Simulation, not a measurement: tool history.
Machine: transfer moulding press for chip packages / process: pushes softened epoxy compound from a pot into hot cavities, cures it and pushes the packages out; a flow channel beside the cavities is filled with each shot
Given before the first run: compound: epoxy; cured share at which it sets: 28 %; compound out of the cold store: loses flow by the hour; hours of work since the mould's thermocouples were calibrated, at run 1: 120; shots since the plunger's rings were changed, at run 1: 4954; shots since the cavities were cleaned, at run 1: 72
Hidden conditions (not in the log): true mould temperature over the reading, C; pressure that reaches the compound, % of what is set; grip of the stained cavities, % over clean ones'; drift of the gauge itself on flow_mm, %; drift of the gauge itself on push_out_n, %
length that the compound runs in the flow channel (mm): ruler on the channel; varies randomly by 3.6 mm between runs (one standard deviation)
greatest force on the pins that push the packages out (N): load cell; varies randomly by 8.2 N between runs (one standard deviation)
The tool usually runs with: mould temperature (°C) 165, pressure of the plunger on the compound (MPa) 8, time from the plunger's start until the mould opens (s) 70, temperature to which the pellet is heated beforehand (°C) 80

run,hour,mould temperature (°C),pressure of the plunger on the compound (MPa),time from the plunger's start until the mould opens (s),temperature to which the pellet is heated beforehand (°C),hours of work since the mould's thermocouples were calibrated,shots since the plunger's rings were changed,shots since the cavities were cleaned,incoming compound's hours out of the cold store,length that the compound runs in the flow channel (mm),greatest force on the pins that push the packages out (N)
1,0,165,8,70,80,120,4954,72,27,536,475
2,8.2,165,8,70,80,123,5037,155,10.4,589,536
3,20.1,165,8,70,80,128,5157,275,26.6,536,563
4,26.4,165,8,70,80,131,5221,339,18.1,562,621
5,33.7,165,8,70,80,134,5295,413,33,515,625
# hour 41.7: cavities cleaned with cleaning compound and waxed
6,49.4,165,8,70,74,140,5438,78,47.4,475,433
# hour 57.2: plunger's sealing rings changed
7,59.9,165,8,70,74,143,27,159,26.5,587,536
8,66.3,165,6.25,70,80,146,92,224,15.7,560,562
9,74.1,165,6.25,70,80,149,170,302,47.2,475,535
10,82.9,165,6.25,70,80,153,259,391,46.8,468,565
# hour 93.2: cavities cleaned with cleaning compound and waxed
11,94.7,165,8,70,80,157,363,14,40.6,545,389
12,103.6,165,7.27,70,80,161,453,104,24.4,573,485
13,117.2,165,8,70,90,167,590,241,37.8,547,494
14,127.9,167,6.42,70,80,171,699,350,12.8,565,551
15,139.6,161,6.28,90,80,176,817,468,25.1,532,471
# hour 142: cavities cleaned with cleaning compound and waxed
16,153,163,8.55,52,80,181,937,111,34.6,574,1020
17,159.6,164,7.64,91,75,184,1004,178,37,541,317
18,170.1,164,7.64,91,75,188,1110,284,26.6,566,359
19,184.6,162,8,104,80,194,1257,431,30.5,574,353
# hour 190.9: cavities cleaned with cleaning compound and waxed
20,196.2,162,7.28,104,80,199,1358,53,37.8,528,246
21,202.9,162,7.28,104,80,201,1426,121,12.9,594,277
22,217.3,162,7.49,57,80,208,1572,267,16,597,1149
23,227.1,157,8,70,73,212,1671,366,16.2,630,1141
# hour 239.4: cavities cleaned with cleaning compound and waxed
24,239.4,160,6.49,55,81,216,1780,0,21.6,540,878
25,249.6,165,8,90,84,220,1882,102,30.2,560,274
26,256.6,165,8.12,70,80,223,1953,173,10,628,572

Below are 4 alternative next runs, each starting from the tool's condition after run 26. Predict each:
A,262.5,162,8.99,70,80,226,2013,233,35.3,?,?
B,262.5,165,6.84,70,80,226,2013,233,18.7,?,?
C,262.5,166,8.12,70,80,226,2013,233,34.8,?,?
D,262.5,165,8.38,52,87,226,2013,233,25.4,?,?

run,length that the compound runs in the flow channel (mm),greatest force on the pins that push the packages out (N)
A,575,664
B,552,575
C,546,495
D,589,1076
What these runs would have given with no unlogged condition in the tool:
run,length that the compound runs in the flow channel (mm),greatest force on the pins that push the packages out (N)
A,595,445
B,572,382
C,566,328
D,610,736
